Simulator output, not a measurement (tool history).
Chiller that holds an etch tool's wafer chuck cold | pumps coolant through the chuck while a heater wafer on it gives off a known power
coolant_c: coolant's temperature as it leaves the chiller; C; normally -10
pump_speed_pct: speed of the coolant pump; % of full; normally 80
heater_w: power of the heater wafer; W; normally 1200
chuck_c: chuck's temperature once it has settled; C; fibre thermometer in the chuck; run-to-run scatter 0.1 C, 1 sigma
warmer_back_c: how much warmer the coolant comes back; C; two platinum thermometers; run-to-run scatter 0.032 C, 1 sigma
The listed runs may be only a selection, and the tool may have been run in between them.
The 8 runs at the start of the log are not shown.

run	hour	coolant_c	pump_speed_pct	heater_w	hours since the coolant was changed and the channels were flushed	hours since the pump was overhauled	hours since the chiller's thermometer was calibrated	chuck_c	warmer_back_c
9	188	-10	80	1186	2009	826	688	-1.4	3.81
10	207.8	-10	80	1186	2029	846	708	-1.4	3.83
11	220.9	-10	80	1186	2042	859	721	-1.6	3.75
12	236.8	-10	91	1186	2058	875	737	-2.1	3.37
13	263.9	-10	80	1200	2085	902	764	-1.4	3.79
14	289.4	-10	80	1200	2111	928	790	-1.2	3.78
15	306.3	-10	80	1200	2127	945	806	-1.5	3.85
16	320.3	-10	80	1200	2141	959	820	-1.3	3.82
17	339.1	-17	80	1200	2160	977	839	-8.2	3.76
18	369.2	-10	100	1302	2190	1007	869	-1.5	3.38
19	385.1	-10	100	1302	2206	1023	885	-1.7	3.28
20	413.9	-10	100	1302	2235	1052	914	-1.6	3.27
21	441.2	-5	81	678	2262	1079	941	-0.2	2.17
22	466.9	-5	77	1367	2288	1105	967	5.2	4.55
23	492.4	-14	80	942	2314	1131	993	-7	2.98
24	507	-12	63	857	2328	1145	1007	-4.5	3.56
25	529.1	-12	63	1075	2350	1167	1029	-2.8	4.51
26	542.3	-10	66	621	2363	1181	1042	-4.8	2.48
27	566.6	-13	80	1798	2388	1205	1067	0.1	5.79
28	596.4	-13	80	1798	2418	1235	1097	0.2	5.82
29	626.7	-5	96	1490	2448	1265	1127	4.9	3.99
30	651	-10	79	1200	2472	1289	1151	-1	3.93
31	673.9	-10	79	1213	2495	1312	1174	-0.9	4.02
32	688.5	-10	79	1213	2510	1327	1189	-1	4.03
33	715.2	-4	66	1389	2536	1353	1215	7.5	5.46

Alternative continuations, all from the tool just after run 33; predict every row:
A	736.4	-3	62	1473	2558	1375	1237	?	?
B	736.4	-4	66	965	2558	1375	1237	?	?
C	736.4	-4	74	1389	2558	1375	1237	?	?

run	chuck_c	warmer_back_c
A	9.7	6.2
B	4.2	3.84
C	6.8	4.91
Without the tool's unlogged condition, the same runs would have read:
run	chuck_c	warmer_back_c
A	8.5	5.94
B	3.3	3.68
C	5.7	4.71
